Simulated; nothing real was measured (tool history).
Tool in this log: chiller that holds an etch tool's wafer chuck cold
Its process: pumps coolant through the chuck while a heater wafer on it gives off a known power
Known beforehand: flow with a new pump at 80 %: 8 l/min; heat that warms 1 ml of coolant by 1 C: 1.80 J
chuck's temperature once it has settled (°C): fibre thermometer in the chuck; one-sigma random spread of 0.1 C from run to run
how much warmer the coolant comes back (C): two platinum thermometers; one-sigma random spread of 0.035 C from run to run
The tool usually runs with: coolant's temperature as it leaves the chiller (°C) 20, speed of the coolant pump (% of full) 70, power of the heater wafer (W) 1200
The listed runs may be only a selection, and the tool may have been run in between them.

run,day,coolant's temperature as it leaves the chiller (°C),speed of the coolant pump (% of full),power of the heater wafer (W),chuck's temperature once it has settled (°C),how much warmer the coolant comes back (C)
1,0,20,70,1200,30.9,5.78
2,4.112,20,70,1200,30.7,5.83
3,7.812,20,70,1200,30.8,5.74
4,12.438,20,70,1200,30.7,5.75
5,16.054,20,86,1200,28.9,4.7
6,18.796,12,70,1200,22.6,5.75
7,21.188,12,70,1200,22.9,5.8
8,24.067,20,70,1200,30.9,5.74
# day 25.575: chiller's thermometer calibrated
9,27.025,20,70,1200,30.8,5.81
10,29.138,20,70,1200,30.8,5.73
11,32.725,20,70,1200,30.9,5.76
12,36.467,22,70,1200,32.9,5.76
13,40.904,22,70,1200,32.9,5.8
14,42.971,19,92,1672,30.8,5.96
15,45.288,20,70,1393,32.5,6.78
16,49.4,20,67,1200,31.2,6.1
17,52.638,18,73,798,25.1,3.69
18,56.558,18,72,1352,29.9,6.39
19,61.221,18,72,1352,30.1,6.34

Run 20, settings as shown, results not yet in. Your forecast:
20,64.412,17,87,930,?,?

For run 20 the tool returned chuck's temperature once it has settled (°C) 23.9, how much warmer the coolant comes back (C) 3.54.
Had the tool carried no hidden state, the very same run would have given chuck's temperature once it has settled (°C) 23.9, how much warmer the coolant comes back (C) 3.54.

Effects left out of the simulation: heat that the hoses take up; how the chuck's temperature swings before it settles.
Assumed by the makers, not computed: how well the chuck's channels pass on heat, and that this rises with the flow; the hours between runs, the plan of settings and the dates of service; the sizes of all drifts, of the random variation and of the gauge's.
